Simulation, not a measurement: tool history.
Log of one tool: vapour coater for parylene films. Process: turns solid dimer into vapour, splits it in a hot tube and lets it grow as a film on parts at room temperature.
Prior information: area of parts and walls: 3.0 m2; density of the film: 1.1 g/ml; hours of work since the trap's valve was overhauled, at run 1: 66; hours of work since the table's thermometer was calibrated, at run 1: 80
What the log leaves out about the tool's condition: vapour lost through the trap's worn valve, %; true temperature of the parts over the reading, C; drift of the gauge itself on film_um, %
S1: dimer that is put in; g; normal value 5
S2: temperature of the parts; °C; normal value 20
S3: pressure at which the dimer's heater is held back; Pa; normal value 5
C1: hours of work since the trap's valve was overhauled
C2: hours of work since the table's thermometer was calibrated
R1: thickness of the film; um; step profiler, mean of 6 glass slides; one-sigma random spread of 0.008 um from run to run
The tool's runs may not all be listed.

| run | hour | S1 | S2 | S3 | C1 | C2 | R1 |
|---|---|---|---|---|---|---|---|
| 1 | 0 | 5 | 20 | 5 | 66 | 80 | 1.192 |
| 2 | 10.6 | 5 | 20 | 5 | 72 | 85 | 1.19 |
| 3 | 24.6 | 5 | 20 | 5 | 78 | 92 | 1.187 |
| 4 | 35.6 | 5 | 20 | 5 | 83 | 97 | 1.208 |
| 5 | 46.4 | 5 | 20 | 5 | 89 | 102 | 1.202 |
| 6 | 63.6 | 5 | 20 | 5 | 97 | 110 | 1.192 |
| 7 | 78.6 | 5 | 20 | 5 | 104 | 117 | 1.207 |
| 8 | 87.1 | 5 | 28 | 5 | 108 | 122 | 0.815 |
| 9 | 99.8 | 5 | 28 | 5 | 114 | 128 | 0.812 |
| 10 | 109.4 | 5 | 28 | 5 | 119 | 132 | 0.833 |
| 11 | 117.8 | 5 | 20 | 5 | 123 | 136 | 1.195 |
| 12 | 127 | 5 | 20 | 5 | 127 | 141 | 1.18 |
| 13 | 138.8 | 5 | 20 | 3.41 | 133 | 146 | 1.272 |
| 14 | 151 | 5 | 20 | 4.28 | 139 | 152 | 1.218 |
| 15 | 159.2 | 5 | 20 | 3.39 | 143 | 156 | 1.277 |
| 16 | 166.4 | 7 | 13 | 8.09 | 146 | 160 | 2.074 |
| 17 | 174.2 | 5 | 13 | 5 | 150 | 163 | 1.476 |
| 18 | 183.9 | 5 | 27 | 5 | 155 | 168 | 0.854 |
| 19 | 192.8 | 7 | 15 | 7.62 | 159 | 172 | 1.947 |
| 20 | 200.1 | 3 | 20 | 7.62 | 162 | 176 | 0.652 |
| 21 | 214.1 | 4 | 19 | 5 | 169 | 182 | 0.991 |
| 22 | 231.3 | 4 | 19 | 5 | 177 | 191 | 0.992 |
| 23 | 244.3 | 5 | 23 | 9.52 | 184 | 197 | 0.911 |
| 24 | 258.7 | 3 | 16 | 6.21 | 190 | 204 | 0.827 |
| 25 | 274.5 | 3 | 13 | 5.2 | 198 | 211 | 0.892 |
| 26 | 284.3 | 3 | 28 | 5.2 | 203 | 216 | 0.492 |
|  | 299.4 | trap's valve overhauled |
| 27 | 303 | 3 | 14 | 4.79 | 2 | 223 | 0.904 |

Predict each of these 4 candidate next runs independently; none follows another, all start after run 27:
| A | 311.7 | 3 | 21 | 3.95 | 6 | 227 | ? |
| B | 311.7 | 4 | 20 | 6.49 | 6 | 227 | ? |
| C | 311.7 | 5 | 14 | 4.79 | 6 | 227 | ? |
| D | 311.7 | 8 | 13 | 2.64 | 6 | 227 | ? |

| run | R1 |
|---|---|
| A | 0.704 |
| B | 0.905 |
| C | 1.481 |
| D | 2.385 |
What these runs would have given with no unlogged condition in the tool:
| run | R1 |
|---|---|
| A | 0.704 |
| B | 0.905 |
| C | 1.481 |
| D | 2.386 |
